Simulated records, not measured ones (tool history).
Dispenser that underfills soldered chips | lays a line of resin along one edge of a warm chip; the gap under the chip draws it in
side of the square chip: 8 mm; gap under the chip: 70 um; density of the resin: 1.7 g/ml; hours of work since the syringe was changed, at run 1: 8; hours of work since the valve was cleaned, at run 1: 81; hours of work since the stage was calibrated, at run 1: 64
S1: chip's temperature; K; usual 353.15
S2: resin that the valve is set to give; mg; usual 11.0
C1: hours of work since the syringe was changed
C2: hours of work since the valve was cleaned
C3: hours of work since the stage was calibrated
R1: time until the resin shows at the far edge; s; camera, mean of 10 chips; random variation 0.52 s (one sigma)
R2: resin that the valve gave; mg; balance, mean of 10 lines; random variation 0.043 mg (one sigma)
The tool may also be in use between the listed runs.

run,hour,S1,S2,C1,C2,C3,R1,R2
1,0.0,353.15,11.0,8,81,64,66.7,10.73
# hour 2.7: new syringe of resin
2,5.2,353.15,11.0,2,85,68,47.4,10.67
3,11.3,353.15,11.0,7,90,72,62.1,10.63
# hour 15.9: new syringe of resin
4,15.9,353.15,11.0,0,93,76,41.3,10.72
5,21.9,353.15,11.0,5,98,80,53.1,10.67
# hour 29.0: new syringe of resin
6,29.3,353.15,11.0,0,103,86,41.8,10.68
7,39.4,353.15,10.5,8,111,94,66.8,10.17
# hour 42.1: new syringe of resin
8,47.8,353.15,14.0,4,117,100,51.1,13.55
9,52.9,353.15,11.0,8,121,104,67.5,10.61
# hour 55.2: new syringe of resin
10,61.2,353.15,11.0,5,127,110,53.1,10.57
11,66.7,353.15,11.0,9,132,114,69.1,10.55
# hour 68.6: new syringe of resin
# hour 72.3: dispensing valve cleaned and set on the balance
12,76.2,353.15,11.0,5,3,121,55.0,10.97
# hour 83.1: new syringe of resin
13,83.1,353.15,11.0,0,8,126,39.2,10.97
14,90.0,353.15,11.0,5,13,131,54.5,10.94
15,95.4,353.15,11.0,9,18,135,68.6,10.97
# hour 96.4: new syringe of resin
16,105.2,353.15,11.0,7,25,143,59.5,10.99
# hour 109.6: new syringe of resin
17,113.2,353.15,11.0,3,31,149,45.9,10.91
18,118.4,353.15,11.0,7,35,153,59.8,10.88
# hour 123.1: new syringe of resin
19,123.6,365.15,11.6,0,39,156,22.7,11.43
20,131.6,359.15,14.0,7,45,163,42.8,13.74
# hour 136.3: new syringe of resin
21,136.3,362.15,10.9,0,48,166,26.2,10.76
22,145.3,348.15,10.9,7,55,173,78.3,10.63
# hour 149.4: new syringe of resin
23,156.3,348.15,10.9,5,64,181,70.8,10.62
# hour 162.5: new syringe of resin
24,163.1,365.15,11.6,0,69,186,22.3,11.34
25,173.4,365.15,11.6,8,77,194,35.2,11.33
# hour 175.6: new syringe of resin
26,180.7,347.15,10.0,4,82,200,69.2,9.72
27,187.3,347.15,10.0,9,87,205,93.9,9.75
# hour 188.8: new syringe of resin
28,197.8,355.15,13.6,7,95,213,52.6,13.23
# hour 202.2: new syringe of resin
29,207.5,355.15,13.6,4,102,220,44.0,13.17
# hour 216.1: new syringe of resin
30,217.7,361.15,13.2,1,110,228,28.5,12.72
31,225.1,343.15,13.2,7,116,233,94.3,12.68
# hour 229.7: new syringe of resin
32,229.7,343.15,13.2,0,119,237,63.8,12.72
33,234.5,343.15,13.2,4,123,240,78.8,12.73
34,242.0,343.15,13.2,10,129,246,109.7,12.70

Measured less the same run without the tool's hidden state. The same run-to-run variation is in both; the gauge's scatter may not be:
The hidden state here: resin's viscosity, % of fresh resin's; dose that the valve gives, % of what is set; true chip temperature over the reading, C; drift of the gauge itself on fill_s, %; drift of the gauge itself on given_mg, %.
run,R1,R2
1,+24.1,-0.26
2,+4.4,-0.27
3,+19.2,-0.29
4,-1.7,-0.30
5,+10.9,-0.31
6,-0.9,-0.33
7,+23.8,-0.34
8,+9.7,-0.49
9,+24.3,-0.40
10,+10.9,-0.42
11,+26.4,-0.43
12,+12.3,-0.01
13,-2.6,-0.04
14,+12.0,-0.05
15,+27.0,-0.06
16,+17.4,-0.09
17,+3.8,-0.11
18,+16.5,-0.13
19,-1.0,-0.14
20,+11.6,-0.20
21,-1.5,-0.18
22,+23.1,-0.20
23,+15.1,-0.22
24,-1.3,-0.25
25,+11.9,-0.28
26,+9.4,-0.26
27,+33.6,-0.28
28,+14.1,-0.41
29,+6.4,-0.43
30,-0.5,-0.45
31,+24.8,-0.47
32,-6.5,-0.49
33,+8.8,-0.50
34,+40.5,-0.52
